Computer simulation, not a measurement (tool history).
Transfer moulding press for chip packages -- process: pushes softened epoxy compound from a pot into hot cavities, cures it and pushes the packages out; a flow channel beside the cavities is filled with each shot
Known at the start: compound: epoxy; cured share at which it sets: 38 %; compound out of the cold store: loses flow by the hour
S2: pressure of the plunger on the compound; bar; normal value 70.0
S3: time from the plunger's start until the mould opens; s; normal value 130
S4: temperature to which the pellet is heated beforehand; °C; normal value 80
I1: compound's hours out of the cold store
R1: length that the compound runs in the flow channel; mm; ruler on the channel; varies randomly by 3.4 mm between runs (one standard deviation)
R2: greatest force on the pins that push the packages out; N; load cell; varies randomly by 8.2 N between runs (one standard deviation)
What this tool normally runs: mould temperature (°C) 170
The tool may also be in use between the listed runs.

Run 1, hour 0.0: usual settings; I1 44.0. Result: R1 501 mm, R2 553 N.
Run 2, hour 13.0: usual settings; I1 46.4. Result: R1 493 mm, R2 582 N.
Run 3, hour 24.8: usual settings but S3 149 s; I1 44.1. Result: R1 493 mm, R2 543 N.
Run 4, hour 35.4: usual settings but mould temperature (°C) 176; I1 37.1. Result: R1 498 mm, R2 542 N.
Run 5, hour 44.6: usual settings but mould temperature (°C) 176; I1 37.9. Result: R1 499 mm, R2 555 N.
At hour 53.2: cavities cleaned with cleaning compound and waxed.
Run 6, hour 56.8: usual settings but mould temperature (°C) 176; I1 10.9. Result: R1 571 mm, R2 355 N.
Run 7, hour 63.3: usual settings but mould temperature (°C) 176; I1 28.5. Result: R1 518 mm, R2 376 N.
Run 8, hour 77.2: usual settings but mould temperature (°C) 176; I1 45.0. Result: R1 482 mm, R2 418 N.
Run 9, hour 88.3: usual settings but mould temperature (°C) 176; I1 14.8. Result: R1 553 mm, R2 468 N.
Run 10, hour 97.3: usual settings; I1 18.0. Result: R1 552 mm, R2 555 N.
Run 11, hour 104.6: usual settings but S2 72.3 bar; I1 22.9. Result: R1 556 mm, R2 564 N.
Run 12, hour 117.7: usual settings but S2 72.3 bar; I1 14.3. Result: R1 573 mm, R2 596 N.
Run 13, hour 125.0: usual settings but S2 72.3 bar; I1 42.4. Result: R1 504 mm, R2 587 N.
Run 14, hour 132.8: usual settings but S2 72.3 bar; I1 46.3. Result: R1 486 mm, R2 597 N.
Run 15, hour 142.9: usual settings but mould temperature (°C) 168, S2 81.2 bar; I1 33.6. Result: R1 565 mm, R2 674 N.
Run 16, hour 150.6: usual settings but mould temperature (°C) 168, S2 81.2 bar; I1 26.4. Result: R1 580 mm, R2 707 N.
At hour 154.6: cavities cleaned with cleaning compound and waxed.
Run 17, hour 162.8: usual settings but mould temperature (°C) 168, S2 81.2 bar; I1 27.5. Result: R1 570 mm, R2 433 N.
Run 18, hour 169.5: usual settings but mould temperature (°C) 173, S2 57.3 bar; I1 34.1. Result: R1 448 mm, R2 395 N.
Run 19, hour 177.4: usual settings but mould temperature (°C) 168, S2 69.7 bar, S3 118 s; I1 42.3. Result: R1 497 mm, R2 574 N.
Run 20, hour 190.8: usual settings but mould temperature (°C) 177, S4 71 °C; I1 18.3. Result: R1 528 mm, R2 459 N.
Run 21, hour 201.6: usual settings but mould temperature (°C) 177, S4 71 °C; I1 37.9. Result: R1 482 mm, R2 459 N.
Run 22, hour 209.0: usual settings but mould temperature (°C) 167, S2 84.9 bar, S3 116 s, S4 89 °C; I1 29.2. Result: R1 573 mm, R2 752 N.
Run 23, hour 216.0: usual settings but mould temperature (°C) 167, S2 84.9 bar, S3 116 s, S4 89 °C; I1 16.6. Result: R1 614 mm, R2 834 N.
At hour 225.1: plunger's sealing rings changed.
Run 24, hour 225.9: usual settings but mould temperature (°C) 167, S2 84.9 bar, S3 116 s, S4 89 °C; I1 20.5. Result: R1 642 mm, R2 805 N.
Run 25, hour 233.9: usual settings but mould temperature (°C) 167, S2 84.9 bar, S3 116 s, S4 89 °C; I1 19.0. Result: R1 645 mm, R2 851 N.
Run 26, hour 242.5: usual settings but mould temperature (°C) 176, S2 75.5 bar, S3 116 s, S4 89 °C; I1 47.9. Result: R1 512 mm, R2 589 N.
Run 27, hour 251.5: usual settings but mould temperature (°C) 176, S2 75.5 bar, S3 116 s, S4 89 °C; I1 17.4. Result: R1 587 mm, R2 585 N.
At hour 257.7: cavities cleaned with cleaning compound and waxed.
Run 28, hour 259.1: usual settings but mould temperature (°C) 176, S2 75.5 bar, S3 116 s, S4 89 °C; I1 24.7. Result: R1 570 mm, R2 336 N.

4 options for the next run, each taken on its own from the tool as it stands now. Forecast them:
Run A, hour 268.0: usual settings but mould temperature (°C) 176, S2 85.3 bar, S3 134 s, S4 89 °C; I1 35.0. Result: R1 ?, R2 ?.
Run B, hour 268.0: usual settings but mould temperature (°C) 168, S2 76.2 bar, S4 89 °C; I1 34.0. Result: R1 ?, R2 ?.
Run C, hour 268.0: usual settings but mould temperature (°C) 176, S2 73.5 bar, S3 169 s, S4 77 °C; I1 35.6. Result: R1 ?, R2 ?.
Run D, hour 268.0: usual settings but mould temperature (°C) 175, S2 79.8 bar, S3 156 s, S4 89 °C; I1 32.2. Result: R1 ?, R2 ?.

run   R1   R2
  A  575  363
  B  565  454
  C  534  367
  D  568  359
Stripped of hidden state, with their random variation kept, the same runs would have yielded:
run   R1   R2
  A  578  315
  B  569  386
  C  538  320
  D  571  312
